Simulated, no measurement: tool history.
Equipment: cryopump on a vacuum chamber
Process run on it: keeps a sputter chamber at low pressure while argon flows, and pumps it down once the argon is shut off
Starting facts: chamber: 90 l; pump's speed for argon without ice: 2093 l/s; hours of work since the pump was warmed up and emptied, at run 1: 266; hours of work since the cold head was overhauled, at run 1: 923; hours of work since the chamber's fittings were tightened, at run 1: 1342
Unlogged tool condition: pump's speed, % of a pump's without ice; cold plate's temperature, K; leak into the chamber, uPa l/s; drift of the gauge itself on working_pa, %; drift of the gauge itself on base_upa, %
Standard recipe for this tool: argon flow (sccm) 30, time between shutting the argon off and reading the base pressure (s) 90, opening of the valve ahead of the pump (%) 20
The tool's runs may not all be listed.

run,hour,argon flow (sccm),time between shutting the argon off and reading the base pressure (s),opening of the valve ahead of the pump (%),hours of work since the pump was warmed up and emptied,hours of work since the cold head was overhauled,hours of work since the chamber's fittings were tightened,pressure while argon flows (Pa),pressure after the wait (uPa)
1,0,30,90,20,266,923,1342,0.1263,0.93
2,28.6,30,90,20,284,942,1360,0.125,0.99
3,51.8,30,90,20,299,957,1375,0.1257,0.92
4,77.4,17,90,20,316,974,1392,0.0715,0.94
5,111.9,17,90,20,338,996,1414,0.0721,0.99
6,149.2,17,90,20,362,1020,1439,0.0708,0.98
7,189.8,17,90,20,389,1047,1465,0.0729,0.98
8,225.6,30,90,20,412,1070,1488,0.1276,1.02
9,278.4,30,90,20,446,1104,1522,0.1289,1.11
10,307.4,30,90,18,465,1123,1541,0.1431,1.08
11,333.5,30,90,18,482,1140,1558,0.1427,1.12
12,360.3,30,90,18,499,1157,1575,0.1421,1.14
13,409.4,30,170,20,531,1189,1607,0.1289,1.01
14,433.9,30,170,20,547,1205,1623,0.1304,0.98
15,464,30,170,20,567,1224,1643,0.1298,1.01
16,491.6,30,90,20,585,1242,1661,0.132,1.14
17,514.9,24,90,20,600,1257,1676,0.1046,1.19
18,542.6,24,90,24,618,1275,1694,0.0891,1.19
19,571.8,24,90,24,637,1294,1713,0.0896,1.24
# hour 587.6: pump warmed up, emptied and cooled again
20,629.4,24,90,24,27,1329,1747,0.0817,0.96
21,656.7,14,191,22,45,1346,1764,0.0523,0.83
22,710.4,14,191,22,80,1381,1799,0.0518,0.88
23,738.8,14,191,22,98,1399,1818,0.0527,0.88
24,761.4,25,25,21,113,1414,1832,0.0997,1.84
25,793.7,30,83,45,134,1435,1853,0.056,1.04
26,826.9,30,83,45,155,1457,1875,0.056,1.02
27,852.1,26,216,17,172,1473,1891,0.125,0.92
28,887.6,30,171,16,195,1496,1914,0.1557,0.94
29,923.3,30,171,42,218,1519,1937,0.0617,0.97
30,956.4,26,25,20,239,1541,1959,0.1078,1.95
31,1005.4,41,76,27,271,1572,1991,0.1276,1.2
32,1039.8,23,112,27,293,1595,2013,0.0721,1.12
33,1075.1,13,112,27,316,1618,2036,0.0401,1.15
34,1114.2,42,75,27,342,1643,2061,0.1332,1.26

Take each entry between the runs: how does the hidden state at the last listed run before it differ from the hidden state at the first listed run after it?
After run 19, before run 20: pump warmed up, emptied and cooled again (hour 587.6)
  pump's speed, % of a pump's without ice: 69.7 -> 97.4; cold plate's temperature, K: 12.62 -> 12.64; leak into the chamber, uPa l/s: 1345 -> 1366
  what was measured, less what the result would be without the hidden state, pressure while argon flows (Pa): +0.0088 -> +0.0008; pressure after the wait (uPa): +0.79 -> +0.55

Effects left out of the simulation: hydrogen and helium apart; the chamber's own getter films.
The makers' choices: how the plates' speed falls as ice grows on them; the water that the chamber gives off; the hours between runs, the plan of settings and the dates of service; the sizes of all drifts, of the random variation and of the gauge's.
